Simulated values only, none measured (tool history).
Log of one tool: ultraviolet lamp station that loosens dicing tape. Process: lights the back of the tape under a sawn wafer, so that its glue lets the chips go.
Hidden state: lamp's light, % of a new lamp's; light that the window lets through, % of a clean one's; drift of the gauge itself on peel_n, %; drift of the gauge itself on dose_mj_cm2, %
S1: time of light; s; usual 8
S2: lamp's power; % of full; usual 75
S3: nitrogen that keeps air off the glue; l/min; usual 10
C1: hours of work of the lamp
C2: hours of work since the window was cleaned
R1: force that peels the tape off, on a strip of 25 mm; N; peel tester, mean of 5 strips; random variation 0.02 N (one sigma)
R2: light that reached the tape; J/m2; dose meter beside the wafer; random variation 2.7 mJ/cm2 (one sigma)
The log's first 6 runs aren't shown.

run 7 hour=262.3 | S1=6 S2=75 S3=10 | C1=811 C2=323 | R1=4.095 R2=1460
run 8 hour=323.0 | S1=8 S2=75 S3=10 | C1=854 C2=366 | R1=3.096 R2=1810
-- hour=329.5 lamp changed
run 9 hour=350.2 | S1=8 S2=75 S3=10 | C1=15 C2=385 | R1=1.182 R2=3290
run 10 hour=385.4 | S1=8 S2=75 S3=6 | C1=40 C2=410 | R1=1.482 R2=3250
run 11 hour=421.8 | S1=8 S2=75 S3=10 | C1=65 C2=436 | R1=1.232 R2=3210
run 12 hour=452.7 | S1=8 S2=75 S3=17 | C1=87 C2=457 | R1=1.068 R2=3120
run 13 hour=517.2 | S1=8 S2=75 S3=17 | C1=133 C2=503 | R1=1.141 R2=3040
-- hour=522.0 window cleaned of glue's vapour
run 14 hour=571.2 | S1=8 S2=75 S3=17 | C1=171 C2=35 | R1=1.207 R2=2930
run 15 hour=613.7 | S1=8 S2=75 S3=17 | C1=201 C2=65 | R1=1.312 R2=2840
run 16 hour=673.9 | S1=8 S2=75 S3=17 | C1=244 C2=108 | R1=1.430 R2=2730
-- hour=688.0 window cleaned of glue's vapour, once more
run 17 hour=717.2 | S1=8 S2=63 S3=10 | C1=274 C2=21 | R1=1.959 R2=2560
run 18 hour=759.4 | S1=8 S2=63 S3=10 | C1=304 C2=51 | R1=1.981 R2=2480
run 19 hour=786.3 | S1=5 S2=75 S3=10 | C1=323 C2=70 | R1=3.117 R2=1810
run 20 hour=835.6 | S1=5 S2=75 S3=10 | C1=358 C2=105 | R1=3.230 R2=1810
run 21 hour=862.7 | S1=5 S2=75 S3=10 | C1=377 C2=124 | R1=3.270 R2=1740
run 22 hour=891.1 | S1=11 S2=88 S3=6 | C1=397 C2=144 | R1=0.775 R2=4420
run 23 hour=937.4 | S1=4 S2=90 S3=10 | C1=430 C2=177 | R1=3.577 R2=1580
run 24 hour=992.6 | S1=9 S2=61 S3=7 | C1=469 C2=216 | R1=2.412 R2=2380
run 25 hour=1029.7 | S1=9 S2=61 S3=7 | C1=495 C2=242 | R1=2.549 R2=2330
run 26 hour=1090.1 | S1=9 S2=61 S3=7 | C1=538 C2=285 | R1=2.617 R2=2160
run 27 hour=1140.7 | S1=8 S2=72 S3=4 | C1=574 C2=321 | R1=3.167 R2=2260

Forecast run 28:
run 28 hour=1171.1 | S1=8 S2=72 S3=4 | C1=595 C2=342 | R1=? R2=?

{"run 28": {"R1": 3.17, "R2": 2180}}
Without the tool's hidden state the same run would have given R1 1.626 N, R2 3380 J/m2.

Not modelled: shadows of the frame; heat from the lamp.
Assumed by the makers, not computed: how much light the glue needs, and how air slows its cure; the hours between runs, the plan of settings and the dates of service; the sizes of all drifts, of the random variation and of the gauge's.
